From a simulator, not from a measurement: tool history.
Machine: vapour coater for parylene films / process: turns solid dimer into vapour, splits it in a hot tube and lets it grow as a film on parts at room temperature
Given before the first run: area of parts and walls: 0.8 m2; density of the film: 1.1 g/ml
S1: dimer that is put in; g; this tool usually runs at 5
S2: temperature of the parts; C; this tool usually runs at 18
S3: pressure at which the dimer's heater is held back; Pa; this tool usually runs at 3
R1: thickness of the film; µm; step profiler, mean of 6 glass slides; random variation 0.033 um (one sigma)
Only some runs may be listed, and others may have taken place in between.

run 1 day=0 | S1=5 S2=18 S3=3 | R1=2.96
run 2 day=0.804 | S1=5 S2=18 S3=3 | R1=3.01
run 3 day=1.558 | S1=5 S2=18 S3=3 | R1=2.98
run 4 day=2.362 | S1=5 S2=18 S3=3 | R1=2.91
run 5 day=3.025 | S1=5 S2=18 S3=3 | R1=2.94
run 6 day=3.642 | S1=5 S2=23 S3=3 | R1=2.38
run 7 day=4.454 | S1=5 S2=20 S3=3.11 | R1=2.66

Predict the results of run 8:
-- day=5.296 trap's valve overhauled
run 8 day=5.412 | S1=9 S2=24 S3=11.96 | R1=?

R1: 3.49 µm
Were there no unlogged condition in the tool, this run, its random variation unchanged, would have produced R1 3.52 µm.

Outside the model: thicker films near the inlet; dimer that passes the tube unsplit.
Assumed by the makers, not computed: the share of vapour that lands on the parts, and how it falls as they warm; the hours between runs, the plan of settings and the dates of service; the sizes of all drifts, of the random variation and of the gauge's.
